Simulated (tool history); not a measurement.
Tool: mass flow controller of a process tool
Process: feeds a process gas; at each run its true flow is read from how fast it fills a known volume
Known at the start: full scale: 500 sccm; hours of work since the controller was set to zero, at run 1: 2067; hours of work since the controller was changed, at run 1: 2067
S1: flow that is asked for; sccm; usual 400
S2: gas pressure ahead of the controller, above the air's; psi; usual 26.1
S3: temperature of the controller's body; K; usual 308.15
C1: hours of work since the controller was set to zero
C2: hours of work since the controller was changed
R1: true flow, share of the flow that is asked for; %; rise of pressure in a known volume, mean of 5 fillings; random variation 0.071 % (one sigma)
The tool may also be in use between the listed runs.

{"run": 1, "hour": 0.0, "S1": 400, "S2": 26.1, "S3": 308.15, "C1": 2067, "C2": 2067, "R1": 100.76}
{"run": 2, "hour": 227.8, "S1": 400, "S2": 26.1, "S3": 308.15, "C1": 2219, "C2": 2219, "R1": 100.99}
{"run": 3, "hour": 670.7, "S1": 400, "S2": 30.2, "S3": 308.15, "C1": 2515, "C2": 2515, "R1": 100.97}
{"run": 4, "hour": 1092.5, "S1": 400, "S2": 26.1, "S3": 308.15, "C1": 2796, "C2": 2796, "R1": 101.1}
{"run": 5, "hour": 1405.5, "S1": 400, "S2": 26.1, "S3": 308.15, "C1": 3005, "C2": 3005, "R1": 101.3}
{"run": 6, "hour": 1725.9, "S1": 400, "S2": 26.1, "S3": 308.15, "C1": 3219, "C2": 3219, "R1": 101.31}
{"run": 7, "hour": 2068.4, "S1": 87, "S2": 26.1, "S3": 308.15, "C1": 3447, "C2": 3447, "R1": 100.97}
{"run": 8, "hour": 2519.7, "S1": 87, "S2": 26.1, "S3": 308.15, "C1": 3748, "C2": 3748, "R1": 101.02}
{"run": 9, "hour": 2879.1, "S1": 87, "S2": 26.1, "S3": 308.15, "C1": 3988, "C2": 3988, "R1": 101.03}
{"run": 10, "hour": 3210.3, "S1": 400, "S2": 26.1, "S3": 297.15, "C1": 4209, "C2": 4209, "R1": 100.63}
{"run": 11, "hour": 3597.4, "S1": 400, "S2": 26.1, "S3": 297.15, "C1": 4467, "C2": 4467, "R1": 100.68}
{"run": 12, "hour": 4021.4, "S1": 400, "S2": 26.1, "S3": 297.15, "C1": 4750, "C2": 4750, "R1": 100.65}
{"run": 13, "hour": 4343.1, "S1": 400, "S2": 26.1, "S3": 297.15, "C1": 4965, "C2": 4965, "R1": 100.81}
{"run": 14, "hour": 4800.9, "S1": 400, "S2": 35.1, "S3": 307.15, "C1": 5270, "C2": 5270, "R1": 101.75}
{"run": 15, "hour": 5170.8, "S1": 400, "S2": 35.1, "S3": 307.15, "C1": 5517, "C2": 5517, "R1": 101.93}
{"hour": 5262.4, "done": "gauge calibrated"}
{"run": 16, "hour": 5377.6, "S1": 400, "S2": 35.1, "S3": 307.15, "C1": 5655, "C2": 5655, "R1": 100.64}
{"run": 17, "hour": 5776.6, "S1": 53, "S2": 29.7, "S3": 301.15, "C1": 5921, "C2": 5921, "R1": 99.63}
{"run": 18, "hour": 6147.5, "S1": 400, "S2": 34.5, "S3": 295.15, "C1": 6169, "C2": 6169, "R1": 99.64}
{"run": 19, "hour": 6385.5, "S1": 496, "S2": 36.5, "S3": 305.15, "C1": 6328, "C2": 6328, "R1": 100.84}
{"run": 20, "hour": 6685.3, "S1": 52, "S2": 23.6, "S3": 308.15, "C1": 6528, "C2": 6528, "R1": 100.66}
{"hour": 7121.4, "done": "controller's zero set anew"}
{"run": 21, "hour": 7121.4, "S1": 245, "S2": 34.4, "S3": 296.15, "C1": 0, "C2": 6818, "R1": 99.69}
{"run": 22, "hour": 7542.1, "S1": 118, "S2": 34.4, "S3": 306.15, "C1": 281, "C2": 7099, "R1": 100.74}
{"run": 23, "hour": 8029.9, "S1": 118, "S2": 26.7, "S3": 309.15, "C1": 606, "C2": 7425, "R1": 101.1}
{"run": 24, "hour": 8289.9, "S1": 118, "S2": 26.7, "S3": 309.15, "C1": 780, "C2": 7598, "R1": 101.34}
{"hour": 8400.7, "done": "controller exchanged for a calibrated one"}
{"run": 25, "hour": 8642.2, "S1": 82, "S2": 25.2, "S3": 309.15, "C1": 161, "C2": 161, "R1": 101.22}
{"run": 26, "hour": 8976.8, "S1": 82, "S2": 25.2, "S3": 309.15, "C1": 384, "C2": 384, "R1": 101.4}

5 ways to go on from here, each from the tool as it stands after run 26. What would each give?
{"run": "A", "hour": 9396.4, "S1": 73, "S2": 34.1, "S3": 304.15, "C1": 664, "C2": 664, "R1": "?"}
{"run": "B", "hour": 9396.4, "S1": 57, "S2": 25.2, "S3": 299.15, "C1": 664, "C2": 664, "R1": "?"}
{"run": "C", "hour": 9396.4, "S1": 400, "S2": 24.9, "S3": 308.15, "C1": 664, "C2": 664, "R1": "?"}
{"run": "D", "hour": 9396.4, "S1": 117, "S2": 26.3, "S3": 304.15, "C1": 664, "C2": 664, "R1": "?"}
{"run": "E", "hour": 9396.4, "S1": 63, "S2": 21.6, "S3": 300.15, "C1": 664, "C2": 664, "R1": "?"}

run=A R1=100.85
run=B R1=100.32
run=C R1=102.09
run=D R1=101.05
run=E R1=100.67
Without the tool's hidden state the same runs would have given:
run=A R1=99.77
run=B R1=99.24
run=C R1=101.00
run=D R1=99.96
run=E R1=99.59
